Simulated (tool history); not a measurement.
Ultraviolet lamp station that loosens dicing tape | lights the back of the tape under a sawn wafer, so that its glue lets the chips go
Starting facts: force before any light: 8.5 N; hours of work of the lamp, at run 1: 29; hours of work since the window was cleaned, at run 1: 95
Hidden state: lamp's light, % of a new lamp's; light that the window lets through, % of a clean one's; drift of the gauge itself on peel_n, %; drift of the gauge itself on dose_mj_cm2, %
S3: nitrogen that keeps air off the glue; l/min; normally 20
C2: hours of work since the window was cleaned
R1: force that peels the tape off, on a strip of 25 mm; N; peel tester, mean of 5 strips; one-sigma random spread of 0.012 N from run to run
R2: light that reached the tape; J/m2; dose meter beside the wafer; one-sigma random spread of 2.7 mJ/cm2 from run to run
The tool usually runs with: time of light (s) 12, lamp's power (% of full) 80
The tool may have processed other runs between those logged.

{"run": 1, "hour": 0.0, "time of light (s)": 12, "lamp's power (% of full)": 80, "S3": 20, "hours of work of the lamp": 29, "C2": 95, "R1": 0.555, "R2": 3680}
{"run": 2, "hour": 6.8, "time of light (s)": 12, "lamp's power (% of full)": 80, "S3": 20, "hours of work of the lamp": 32, "C2": 98, "R1": 0.556, "R2": 3680}
{"run": 3, "hour": 15.7, "time of light (s)": 23, "lamp's power (% of full)": 80, "S3": 20, "hours of work of the lamp": 35, "C2": 101, "R1": 0.17, "R2": 6970}
{"run": 4, "hour": 21.3, "time of light (s)": 11, "lamp's power (% of full)": 80, "S3": 20, "hours of work of the lamp": 38, "C2": 104, "R1": 0.64, "R2": 3390}
{"run": 5, "hour": 29.5, "time of light (s)": 12, "lamp's power (% of full)": 80, "S3": 20, "hours of work of the lamp": 41, "C2": 107, "R1": 0.525, "R2": 3680}
{"run": 6, "hour": 37.9, "time of light (s)": 12, "lamp's power (% of full)": 80, "S3": 20, "hours of work of the lamp": 44, "C2": 110, "R1": 0.554, "R2": 3690}
{"run": 7, "hour": 44.3, "time of light (s)": 12, "lamp's power (% of full)": 80, "S3": 20, "hours of work of the lamp": 47, "C2": 113, "R1": 0.554, "R2": 3660}
{"run": 8, "hour": 52.4, "time of light (s)": 12, "lamp's power (% of full)": 63, "S3": 20, "hours of work of the lamp": 50, "C2": 116, "R1": 0.905, "R2": 2890}
{"run": 9, "hour": 58.5, "time of light (s)": 12, "lamp's power (% of full)": 63, "S3": 20, "hours of work of the lamp": 53, "C2": 119, "R1": 0.916, "R2": 2930}
{"run": 10, "hour": 67.8, "time of light (s)": 12, "lamp's power (% of full)": 63, "S3": 20, "hours of work of the lamp": 56, "C2": 122, "R1": 0.888, "R2": 2900}
{"run": 11, "hour": 74.7, "time of light (s)": 12, "lamp's power (% of full)": 63, "S3": 32, "hours of work of the lamp": 59, "C2": 125, "R1": 0.75, "R2": 2880}
{"run": 12, "hour": 81.6, "time of light (s)": 12, "lamp's power (% of full)": 63, "S3": 32, "hours of work of the lamp": 62, "C2": 128, "R1": 0.745, "R2": 2860}
{"run": 13, "hour": 87.7, "time of light (s)": 12, "lamp's power (% of full)": 63, "S3": 32, "hours of work of the lamp": 64, "C2": 130, "R1": 0.735, "R2": 2870}
{"run": 14, "hour": 96.1, "time of light (s)": 12, "lamp's power (% of full)": 80, "S3": 20, "hours of work of the lamp": 68, "C2": 134, "R1": 0.551, "R2": 3680}
{"run": 15, "hour": 103.2, "time of light (s)": 16, "lamp's power (% of full)": 77, "S3": 13, "hours of work of the lamp": 71, "C2": 137, "R1": 0.426, "R2": 4730}
{"run": 16, "hour": 108.5, "time of light (s)": 16, "lamp's power (% of full)": 91, "S3": 18, "hours of work of the lamp": 73, "C2": 139, "R1": 0.251, "R2": 5630}
{"run": 17, "hour": 115.4, "time of light (s)": 16, "lamp's power (% of full)": 91, "S3": 18, "hours of work of the lamp": 75, "C2": 141, "R1": 0.245, "R2": 5600}
{"run": 18, "hour": 123.3, "time of light (s)": 16, "lamp's power (% of full)": 91, "S3": 18, "hours of work of the lamp": 79, "C2": 145, "R1": 0.243, "R2": 5620}
{"run": 19, "hour": 128.4, "time of light (s)": 12, "lamp's power (% of full)": 62, "S3": 34, "hours of work of the lamp": 81, "C2": 147, "R1": 0.738, "R2": 2850}
{"run": 20, "hour": 137.9, "time of light (s)": 12, "lamp's power (% of full)": 62, "S3": 34, "hours of work of the lamp": 84, "C2": 150, "R1": 0.741, "R2": 2880}
{"run": 21, "hour": 142.6, "time of light (s)": 12, "lamp's power (% of full)": 62, "S3": 34, "hours of work of the lamp": 86, "C2": 152, "R1": 0.73, "R2": 2880}
{"run": 22, "hour": 147.3, "time of light (s)": 16, "lamp's power (% of full)": 62, "S3": 7, "hours of work of the lamp": 88, "C2": 154, "R1": 0.963, "R2": 3820}
{"run": 23, "hour": 155.2, "time of light (s)": 16, "lamp's power (% of full)": 62, "S3": 7, "hours of work of the lamp": 91, "C2": 157, "R1": 0.979, "R2": 3800}
{"run": 24, "hour": 160.7, "time of light (s)": 20, "lamp's power (% of full)": 62, "S3": 24, "hours of work of the lamp": 94, "C2": 160, "R1": 0.286, "R2": 4710}
{"run": 25, "hour": 169.3, "time of light (s)": 12, "lamp's power (% of full)": 96, "S3": 24, "hours of work of the lamp": 97, "C2": 163, "R1": 0.354, "R2": 4390}
{"run": 26, "hour": 173.3, "time of light (s)": 9, "lamp's power (% of full)": 80, "S3": 20, "hours of work of the lamp": 99, "C2": 165, "R1": 1.003, "R2": 2760}
{"run": 27, "hour": 179.9, "time of light (s)": 12, "lamp's power (% of full)": 84, "S3": 20, "hours of work of the lamp": 101, "C2": 167, "R1": 0.504, "R2": 3850}

5 options for the next run, each taken on its own from the tool as it stands now. Forecast them:
{"run": "A", "hour": 188.4, "time of light (s)": 12, "lamp's power (% of full)": 66, "S3": 27, "hours of work of the lamp": 105, "C2": 171, "R1": "?", "R2": "?"}
{"run": "B", "hour": 188.4, "time of light (s)": 12, "lamp's power (% of full)": 88, "S3": 20, "hours of work of the lamp": 105, "C2": 171, "R1": "?", "R2": "?"}
{"run": "C", "hour": 188.4, "time of light (s)": 12, "lamp's power (% of full)": 65, "S3": 20, "hours of work of the lamp": 105, "C2": 171, "R1": "?", "R2": "?"}
{"run": "D", "hour": 188.4, "time of light (s)": 12, "lamp's power (% of full)": 97, "S3": 11, "hours of work of the lamp": 105, "C2": 171, "R1": "?", "R2": "?"}
{"run": "E", "hour": 188.4, "time of light (s)": 12, "lamp's power (% of full)": 74, "S3": 14, "hours of work of the lamp": 105, "C2": 171, "R1": "?", "R2": "?"}

run=A R1=0.724 R2=3040
run=B R1=0.449 R2=4090
run=C R1=0.839 R2=3010
run=D R1=0.513 R2=4460
run=E R1=0.804 R2=3380
Stripped of hidden state, with their random variation kept, the same runs would have yielded:
run=A R1=0.723 R2=3050
run=B R1=0.449 R2=4090
run=C R1=0.838 R2=3010
run=D R1=0.513 R2=4470
run=E R1=0.803 R2=3380
